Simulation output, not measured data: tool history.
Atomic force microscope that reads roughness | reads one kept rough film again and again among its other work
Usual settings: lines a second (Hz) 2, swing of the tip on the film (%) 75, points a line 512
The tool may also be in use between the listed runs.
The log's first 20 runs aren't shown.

run,hour,lines a second (Hz),swing of the tip on the film (%),points a line,pictures with this tip,hours of work since the height scale was calibrated,roughness of the kept film (nm (root mean square))
# hour 663.1: height scale calibrated on a step standard
21,663.1,3.09,61,280,44,0,3.853
22,705.8,3.09,61,280,137,29,3.862
23,752.7,1.38,89,806,240,61,3.662
24,781.7,1.38,89,806,303,81,3.664
# hour 806.7: new tip fitted
25,811.9,1.38,72,332,12,101,3.912
26,848.5,2.27,87,590,92,126,3.489
27,878.3,2.27,87,590,157,147,3.483
28,911.2,1.73,87,590,229,169,3.619
29,936.3,1.73,87,590,283,186,3.594
# hour 969.1: new tip fitted
30,972.7,2.2,57,512,8,211,4.012
31,1018.8,3.04,75,512,108,242,3.634

Forecast each of these 5 alternatives for the next run:
A,1052.7,2.79,76,770,182,266,?
B,1052.7,1.83,57,512,182,266,?
C,1052.7,3.04,75,487,182,266,?
D,1052.7,0.83,71,665,182,266,?
E,1052.7,2.03,89,588,182,266,?

run,roughness of the kept film (nm (root mean square))
A,3.628
B,4.001
C,3.638
D,3.992
E,3.49
Without the tool's hidden state the same runs would have given:
run,roughness of the kept film (nm (root mean square))
A,3.634
B,4.008
C,3.644
D,3.999
E,3.496
